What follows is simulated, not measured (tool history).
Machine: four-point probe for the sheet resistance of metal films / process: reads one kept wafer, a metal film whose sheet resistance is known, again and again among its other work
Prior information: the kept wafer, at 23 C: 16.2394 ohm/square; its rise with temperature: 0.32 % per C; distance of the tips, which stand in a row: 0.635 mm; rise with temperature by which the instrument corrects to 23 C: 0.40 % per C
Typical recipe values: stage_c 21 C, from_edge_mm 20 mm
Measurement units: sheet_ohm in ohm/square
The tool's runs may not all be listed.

run	hour	stage_c	from_edge_mm	sheet_ohm
1	0.0	21	20	16.273134
2	37.0	21	20	16.268353
3	91.5	23	20	16.251748
4	129.2	21	20	16.278771
5	177.9	21	20	16.268323
6	214.9	28	20	16.190680
7	262.1	28	20	16.194095
8	323.5	28	20	16.193466
9	349.5	28	20	16.187811
10	380.3	28	20	16.188086
11	418.1	27	20	16.197196
12	474.3	27	20	16.199386
13	511.6	27	20	16.202453
14	567.9	21	20	16.274652
15	606.6	21	20	16.271777
16	668.7	21	20	16.272295
17	706.3	21	20	16.278281
18	741.7	21	20	16.272843
19	805.4	21	20	16.275274
20	836.6	24	21	16.232555
21	863.9	33	12	16.153625
22	897.8	26	7	16.275100
23	953.6	30	7	16.234694
24	1006.4	30	7	16.232985
25	1066.3	30	7	16.229234
26	1102.2	30	7	16.224915
27	1158.9	30	7	16.227649
28	1197.8	19	7	16.363280
29	1254.9	26	26	16.205809
30	1312.0	26	26	16.206862
31	1375.5	21	3	16.648690
32	1433.4	21	3	16.646370
33	1488.3	21	3	16.648262
34	1548.7	21	63	16.267530
35	1586.5	21	63	16.265459
36	1625.1	21	63	16.263576
37	1686.0	21	63	16.263372

Here are 5 independent what-if runs from the current tool condition. What would each one return?
A	1738.1	22	34	?
B	1738.1	31	63	?
C	1738.1	21	5	?
D	1738.1	24	20	?
E	1738.1	35	29	?

run	sheet_ohm
A	16.253750
B	16.146179
C	16.410682
D	16.237735
E	16.106355
Without the tool's unlogged condition, the same runs would have read:
run	sheet_ohm
A	16.251826
B	16.144276
C	16.408739
D	16.235815
E	16.104460

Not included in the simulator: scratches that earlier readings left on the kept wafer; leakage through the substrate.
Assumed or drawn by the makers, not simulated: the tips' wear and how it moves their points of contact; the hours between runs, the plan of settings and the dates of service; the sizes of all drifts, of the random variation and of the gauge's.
